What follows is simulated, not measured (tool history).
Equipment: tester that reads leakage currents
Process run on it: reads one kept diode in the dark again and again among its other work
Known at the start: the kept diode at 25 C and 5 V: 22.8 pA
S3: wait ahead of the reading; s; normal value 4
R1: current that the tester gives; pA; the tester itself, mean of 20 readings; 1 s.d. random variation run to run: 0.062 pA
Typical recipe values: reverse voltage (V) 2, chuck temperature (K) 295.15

run 1 day=0 | reverse_voltage_(V)=2 chuck_temperature_(K)=295.15 S3=4 | R1=14.26
run 2 day=0.754 | reverse_voltage_(V)=2 chuck_temperature_(K)=295.15 S3=4 | R1=14.26
run 3 day=2.038 | reverse_voltage_(V)=2 chuck_temperature_(K)=295.15 S3=4 | R1=14.28
run 4 day=2.892 | reverse_voltage_(V)=2 chuck_temperature_(K)=295.15 S3=4 | R1=14.35
run 5 day=4.392 | reverse_voltage_(V)=2 chuck_temperature_(K)=295.15 S3=4 | R1=14.55
run 6 day=5.625 | reverse_voltage_(V)=2.37 chuck_temperature_(K)=295.15 S3=4 | R1=15.63
run 7 day=6.288 | reverse_voltage_(V)=2 chuck_temperature_(K)=295.15 S3=5.88 | R1=14.39
run 8 day=6.942 | reverse_voltage_(V)=2 chuck_temperature_(K)=295.15 S3=5.88 | R1=14.41
run 9 day=8.004 | reverse_voltage_(V)=2 chuck_temperature_(K)=295.15 S3=4 | R1=14.5
run 10 day=9.367 | reverse_voltage_(V)=2 chuck_temperature_(K)=295.15 S3=4 | R1=14.5
run 11 day=10.375 | reverse_voltage_(V)=2.6 chuck_temperature_(K)=295.15 S3=4 | R1=16.57
run 12 day=11.525 | reverse_voltage_(V)=2 chuck_temperature_(K)=295.15 S3=4 | R1=14.55
run 13 day=12.508 | reverse_voltage_(V)=2 chuck_temperature_(K)=295.15 S3=4 | R1=14.56
run 14 day=13.408 | reverse_voltage_(V)=2 chuck_temperature_(K)=295.15 S3=5.98 | R1=14.5
run 15 day=14.275 | reverse_voltage_(V)=2 chuck_temperature_(K)=295.15 S3=5.98 | R1=14.37
run 16 day=15.371 | reverse_voltage_(V)=2 chuck_temperature_(K)=295.15 S3=5.98 | R1=14.61
run 17 day=16.692 | reverse_voltage_(V)=2 chuck_temperature_(K)=295.15 S3=4 | R1=14.62
run 18 day=17.983 | reverse_voltage_(V)=2 chuck_temperature_(K)=295.15 S3=4 | R1=14.63
run 19 day=19.596 | reverse_voltage_(V)=2 chuck_temperature_(K)=295.15 S3=4 | R1=15.4
run 20 day=20.483 | reverse_voltage_(V)=2 chuck_temperature_(K)=295.15 S3=4 | R1=15.2
run 21 day=21.65 | reverse_voltage_(V)=2 chuck_temperature_(K)=295.15 S3=4 | R1=15.24
run 22 day=22.592 | reverse_voltage_(V)=5.43 chuck_temperature_(K)=315.15 S3=7.24 | R1=108.39
run 23 day=23.971 | reverse_voltage_(V)=5.43 chuck_temperature_(K)=315.15 S3=7.24 | R1=90.54
run 24 day=24.596 | reverse_voltage_(V)=3.49 chuck_temperature_(K)=315.15 S3=4.82 | R1=73.66
run 25 day=26.104 | reverse_voltage_(V)=3.49 chuck_temperature_(K)=300.15 S3=4.82 | R1=24.24
run 26 day=27.158 | reverse_voltage_(V)=2.81 chuck_temperature_(K)=321.15 S3=4.01 | R1=102.27
run 27 day=28.558 | reverse_voltage_(V)=2 chuck_temperature_(K)=304.15 S3=0.34 | R1=26.76
run 28 day=30.025 | reverse_voltage_(V)=1.74 chuck_temperature_(K)=293.15 S3=2.32 | R1=10.27
run 29 day=30.879 | reverse_voltage_(V)=3.85 chuck_temperature_(K)=322.15 S3=2.32 | R1=127
run 30 day=31.992 | reverse_voltage_(V)=15.31 chuck_temperature_(K)=322.15 S3=4.14 | R1=240.6
run 31 day=33.104 | reverse_voltage_(V)=15.31 chuck_temperature_(K)=322.15 S3=4.14 | R1=239.89
run 32 day=33.925 | reverse_voltage_(V)=14.2 chuck_temperature_(K)=297.15 S3=0.56 | R1=47.34
run 33 day=34.988 | reverse_voltage_(V)=1.3 chuck_temperature_(K)=327.15 S3=2.79 | R1=109.39
run 34 day=35.638 | reverse_voltage_(V)=1.46 chuck_temperature_(K)=295.15 S3=7.17 | R1=10.93
run 35 day=36.492 | reverse_voltage_(V)=1.13 chuck_temperature_(K)=295.15 S3=4 | R1=9.78
run 36 day=37.15 | reverse_voltage_(V)=12.99 chuck_temperature_(K)=300.15 S3=0.95 | R1=50.77
run 37 day=37.783 | reverse_voltage_(V)=12.99 chuck_temperature_(K)=300.15 S3=0.95 | R1=50.89
run 38 day=38.725 | reverse_voltage_(V)=1.55 chuck_temperature_(K)=297.15 S3=0.38 | R1=14.47
run 39 day=40.108 | reverse_voltage_(V)=4.32 chuck_temperature_(K)=308.15 S3=1.09 | R1=50.55

Taken out of this log: 2 entries between the listed runs. Where each belongs, and how the hidden state differs across it:
Between runs 18 and 19: chuck's temperature calibrated (day 18.938)
  stray current of the dirty probe card, pA a volt: 0.323 -> 0.327; true chuck temperature over the reading, C: 1.91 -> 2.43
  measured value less the no-hidden-state value, R1: +2.66 -> +3.31 pA
Between runs 22 and 23: chuck's temperature calibrated, once more (day 22.879)
  stray current of the dirty probe card, pA a volt: 0.337 -> 0.341; current scale over the true one, %: 0.33 -> 0.34; true chuck temperature over the reading, C: 2.46 -> -0.09
  measured value less the no-hidden-state value, R1: +19.45 -> +1.48 pA

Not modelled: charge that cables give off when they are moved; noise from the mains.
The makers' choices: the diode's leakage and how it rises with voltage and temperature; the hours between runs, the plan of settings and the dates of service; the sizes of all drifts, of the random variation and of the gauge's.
